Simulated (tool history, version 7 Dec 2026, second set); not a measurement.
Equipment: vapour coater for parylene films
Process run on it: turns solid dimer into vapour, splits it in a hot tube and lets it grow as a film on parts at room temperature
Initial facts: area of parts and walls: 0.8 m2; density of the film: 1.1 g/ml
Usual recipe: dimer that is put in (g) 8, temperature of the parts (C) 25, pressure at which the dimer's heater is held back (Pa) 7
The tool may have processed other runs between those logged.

run	hour	dimer that is put in (g)	temperature of the parts (C)	pressure at which the dimer's heater is held back (Pa)	thickness of the film (um)
1	0	8	25	7	4.96
2	11.8	8	25	7	4.97
3	34.6	8	25	7	4.9
4	51	8	25	4.92	5.28
5	65.8	8	25	4.92	5.25
6	88	8	25	6.1	4.99
7	101.1	8	25	7	4.77
8	114.5	8	25	7	4.87
9	125.5	8	33	7	3.63
10	143	8	33	7	3.63
11	159.6	8	33	7	3.6
12	177.2	8	25	7	4.66
13	200.5	8	25	7	4.67
14	223	8	25	7	4.65
15	243.2	12	25	7	7.03
# hour 249: trap's valve overhauled
16	271	8	25	7	5.47
17	292.5	8	25	7	5.46
18	315.5	4	25	7	2.67
19	332.3	8	25	7	5.36
20	350.1	8	25	7	5.33
21	362.5	8	26	7	5.24
22	373.5	8	25	7	5.31
23	395.8	8	25	7	5.24
24	410.4	10	25	7	6.56
25	423.1	10	25	7	6.54
26	447.5	6	28	7	3.51
27	472	6	18	3.86	5.66
28	493.4	4	24	3.99	3.07
29	506.8	8	22	7	5.73
# hour 509.8: table's thermometer calibrated
30	527.8	8	22	7	5.69
31	548.2	12	23	7	8.34
32	570.7	12	23	7	8.35
33	587.4	10	32	7	4.98
# hour 592.2: table's thermometer calibrated, once more
34	602.7	3	25	10.9	1.63
35	616.4	9	25	8.96	5.24
36	640.4	4	20	4.13	3.16
37	661	7	26	7.49	4
38	681.5	9	23	7.49	5.7
39	697.7	9	30	3.02	5.42
40	718.2	9	30	3.02	5.35
41	742.8	4	24	6.97	2.41
42	755.7	9	24	7.21	5.54
43	772.3	9	28	3.73	5.42

4 options for the next run, each taken on its own from the tool as it stands now. Forecast them:
A	783.3	8	30	6.25	?
B	783.3	8	22	5.44	?
C	783.3	6	28	7	?
D	783.3	7	25	10.31	?

run	thickness of the film (um)
A	4.05
B	5.45
C	3.15
D	3.73
Had the tool no hidden state, the same runs would have come out as:
run	thickness of the film (um)
A	4.68
B	6.29
C	3.63
D	4.31
